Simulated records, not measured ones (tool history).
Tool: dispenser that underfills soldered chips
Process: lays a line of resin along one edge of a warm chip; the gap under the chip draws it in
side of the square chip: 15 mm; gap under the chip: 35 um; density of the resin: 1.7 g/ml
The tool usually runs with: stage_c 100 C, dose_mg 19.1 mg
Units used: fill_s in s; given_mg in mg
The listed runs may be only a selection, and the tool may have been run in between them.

run 1 hour=0 | stage_c=100 dose_mg=19.1 | fill_s=389.2 given_mg=18.1
-- hour=7.4 new syringe of resin
run 2 hour=7.6 | stage_c=112 dose_mg=19.1 | fill_s=185.2 given_mg=18.01
run 3 hour=12.1 | stage_c=112 dose_mg=19.1 | fill_s=235.3 given_mg=17.91
run 4 hour=15.2 | stage_c=100 dose_mg=19.1 | fill_s=460 given_mg=17.93
-- hour=19.2 new syringe of resin
run 5 hour=20.4 | stage_c=100 dose_mg=19.1 | fill_s=330.6 given_mg=17.88
run 6 hour=24.5 | stage_c=100 dose_mg=19.1 | fill_s=402.5 given_mg=17.55
run 7 hour=29.2 | stage_c=100 dose_mg=19.1 | fill_s=495.8 given_mg=17.79
-- hour=31.3 new syringe of resin
run 8 hour=34.5 | stage_c=100 dose_mg=19.1 | fill_s=369.4 given_mg=17.51
run 9 hour=38.8 | stage_c=100 dose_mg=17.5 | fill_s=466.4 given_mg=15.95
-- hour=43.1 new syringe of resin
run 10 hour=44.2 | stage_c=100 dose_mg=19.1 | fill_s=338.1 given_mg=17.38
run 11 hour=49 | stage_c=100 dose_mg=19.1 | fill_s=427.3 given_mg=17.46
run 12 hour=54.1 | stage_c=100 dose_mg=16.9 | fill_s=566.9 given_mg=15.36
-- hour=54.9 new syringe of resin
run 13 hour=58.8 | stage_c=99 dose_mg=17.6 | fill_s=418.5 given_mg=15.81
run 14 hour=63.4 | stage_c=94 dose_mg=19.1 | fill_s=637.6 given_mg=17.25
-- hour=67.2 new syringe of resin
run 15 hour=69.9 | stage_c=94 dose_mg=19.1 | fill_s=469.9 given_mg=17.16
run 16 hour=76.5 | stage_c=94 dose_mg=17.3 | fill_s=669.1 given_mg=15.37
-- hour=79.2 new syringe of resin
run 17 hour=80.9 | stage_c=100 dose_mg=21.5 | fill_s=336.3 given_mg=19.03
-- hour=84.4 dispensing valve cleaned and set on the balance
run 18 hour=87.7 | stage_c=111 dose_mg=17.5 | fill_s=287.1 given_mg=17.33
-- hour=92.4 new syringe of resin
run 19 hour=94.4 | stage_c=98 dose_mg=19.1 | fill_s=386.3 given_mg=18.95

Each row is a separate what-if for the run after 19, all from the same tool condition, not one after another. Results?
run A hour=101.2 | stage_c=114 dose_mg=19.8 | fill_s=? given_mg=?
run B hour=101.2 | stage_c=100 dose_mg=21.6 | fill_s=? given_mg=?
run C hour=101.2 | stage_c=113 dose_mg=24.8 | fill_s=? given_mg=?
run D hour=101.2 | stage_c=90 dose_mg=19.1 | fill_s=? given_mg=?

run=A fill_s=258.7 given_mg=19.55
run=B fill_s=483.7 given_mg=21.33
run=C fill_s=267.1 given_mg=24.45
run=D fill_s=754.6 given_mg=18.93
Without the tool's unlogged condition, the same runs would have read:
run=A fill_s=165.1 given_mg=19.8
run=B fill_s=309 given_mg=21.6
run=C fill_s=171.1 given_mg=24.76
run=D fill_s=480.7 given_mg=19.17
